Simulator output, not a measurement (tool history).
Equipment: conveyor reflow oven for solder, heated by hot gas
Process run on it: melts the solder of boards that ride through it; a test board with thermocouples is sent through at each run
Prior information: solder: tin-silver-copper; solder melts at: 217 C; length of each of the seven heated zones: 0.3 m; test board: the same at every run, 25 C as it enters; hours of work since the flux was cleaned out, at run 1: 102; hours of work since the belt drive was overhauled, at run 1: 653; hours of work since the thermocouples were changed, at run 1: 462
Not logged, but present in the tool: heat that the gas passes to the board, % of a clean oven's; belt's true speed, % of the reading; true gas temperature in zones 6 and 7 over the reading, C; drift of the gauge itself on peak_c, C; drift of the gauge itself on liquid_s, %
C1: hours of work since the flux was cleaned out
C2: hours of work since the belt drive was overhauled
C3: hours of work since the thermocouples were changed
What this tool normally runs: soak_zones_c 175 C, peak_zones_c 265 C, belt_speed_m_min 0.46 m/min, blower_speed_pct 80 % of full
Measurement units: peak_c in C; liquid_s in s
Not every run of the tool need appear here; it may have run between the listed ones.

{"run": 1, "hour": 0.0, "soak_zones_c": 175, "peak_zones_c": 265, "belt_speed_m_min": 0.46, "blower_speed_pct": 80, "C1": 102, "C2": 653, "C3": 462, "peak_c": 249.5, "liquid_s": 58.5}
{"run": 2, "hour": 71.3, "soak_zones_c": 175, "peak_zones_c": 265, "belt_speed_m_min": 0.46, "blower_speed_pct": 80, "C1": 149, "C2": 700, "C3": 509, "peak_c": 248.7, "liquid_s": 58.1}
{"run": 3, "hour": 134.9, "soak_zones_c": 175, "peak_zones_c": 265, "belt_speed_m_min": 0.46, "blower_speed_pct": 58, "C1": 192, "C2": 743, "C3": 552, "peak_c": 243.2, "liquid_s": 50.2}
{"run": 4, "hour": 190.2, "soak_zones_c": 175, "peak_zones_c": 265, "belt_speed_m_min": 0.46, "blower_speed_pct": 58, "C1": 229, "C2": 780, "C3": 589, "peak_c": 244.4, "liquid_s": 51}
{"run": 5, "hour": 267.5, "soak_zones_c": 175, "peak_zones_c": 265, "belt_speed_m_min": 0.46, "blower_speed_pct": 58, "C1": 280, "C2": 832, "C3": 641, "peak_c": 242.8, "liquid_s": 50.7}
{"run": 6, "hour": 303.1, "soak_zones_c": 175, "peak_zones_c": 265, "belt_speed_m_min": 0.46, "blower_speed_pct": 80, "C1": 304, "C2": 855, "C3": 664, "peak_c": 248.3, "liquid_s": 57.2}
{"run": 7, "hour": 338.9, "soak_zones_c": 175, "peak_zones_c": 265, "belt_speed_m_min": 0.46, "blower_speed_pct": 80, "C1": 328, "C2": 879, "C3": 688, "peak_c": 246.9, "liquid_s": 55.2}
{"run": 8, "hour": 392.6, "soak_zones_c": 163, "peak_zones_c": 273, "belt_speed_m_min": 0.535, "blower_speed_pct": 88, "C1": 364, "C2": 915, "C3": 724, "peak_c": 246.2, "liquid_s": 43.3}
{"hour": 426.7, "done": "flux residue cleaned out of gas plates and filters"}
{"run": 9, "hour": 475.8, "soak_zones_c": 163, "peak_zones_c": 273, "belt_speed_m_min": 0.535, "blower_speed_pct": 88, "C1": 33, "C2": 967, "C3": 776, "peak_c": 252.1, "liquid_s": 48.1}
{"run": 10, "hour": 532.7, "soak_zones_c": 163, "peak_zones_c": 273, "belt_speed_m_min": 0.535, "blower_speed_pct": 88, "C1": 71, "C2": 1005, "C3": 815, "peak_c": 251.7, "liquid_s": 47.5}
{"run": 11, "hour": 597.3, "soak_zones_c": 163, "peak_zones_c": 273, "belt_speed_m_min": 0.535, "blower_speed_pct": 88, "C1": 114, "C2": 1049, "C3": 858, "peak_c": 250.5, "liquid_s": 46.4}
{"run": 12, "hour": 656.3, "soak_zones_c": 163, "peak_zones_c": 273, "belt_speed_m_min": 0.535, "blower_speed_pct": 88, "C1": 153, "C2": 1088, "C3": 897, "peak_c": 249.9, "liquid_s": 45.3}

Branching from run 12: 5 alternative next runs. What would each branch give?
{"run": "A", "hour": 712.3, "soak_zones_c": 175, "peak_zones_c": 265, "belt_speed_m_min": 0.46, "blower_speed_pct": 57, "C1": 191, "C2": 1125, "C3": 934, "peak_c": "?", "liquid_s": "?"}
{"run": "B", "hour": 712.3, "soak_zones_c": 165, "peak_zones_c": 273, "belt_speed_m_min": 0.416, "blower_speed_pct": 88, "C1": 191, "C2": 1125, "C3": 934, "peak_c": "?", "liquid_s": "?"}
{"run": "C", "hour": 712.3, "soak_zones_c": 175, "peak_zones_c": 265, "belt_speed_m_min": 0.397, "blower_speed_pct": 78, "C1": 191, "C2": 1125, "C3": 934, "peak_c": "?", "liquid_s": "?"}
{"run": "D", "hour": 712.3, "soak_zones_c": 166, "peak_zones_c": 265, "belt_speed_m_min": 0.46, "blower_speed_pct": 80, "C1": 191, "C2": 1125, "C3": 934, "peak_c": "?", "liquid_s": "?"}
{"run": "E", "hour": 712.3, "soak_zones_c": 175, "peak_zones_c": 277, "belt_speed_m_min": 0.426, "blower_speed_pct": 83, "C1": 191, "C2": 1125, "C3": 934, "peak_c": "?", "liquid_s": "?"}

run=A peak_c=243.3 liquid_s=50.8
run=B peak_c=258.3 liquid_s=69.4
run=C peak_c=251.4 liquid_s=72.3
run=D peak_c=246.6 liquid_s=53.2
run=E peak_c=261.3 liquid_s=72.8
The same runs, with their run-to-run variation unchanged, on a tool lacking any hidden condition would have given:
run=A peak_c=245.5 liquid_s=51.7
run=B peak_c=261.1 liquid_s=69.3
run=C peak_c=253.9 liquid_s=72.3
run=D peak_c=249.3 liquid_s=54.2
run=E peak_c=264 liquid_s=72.3

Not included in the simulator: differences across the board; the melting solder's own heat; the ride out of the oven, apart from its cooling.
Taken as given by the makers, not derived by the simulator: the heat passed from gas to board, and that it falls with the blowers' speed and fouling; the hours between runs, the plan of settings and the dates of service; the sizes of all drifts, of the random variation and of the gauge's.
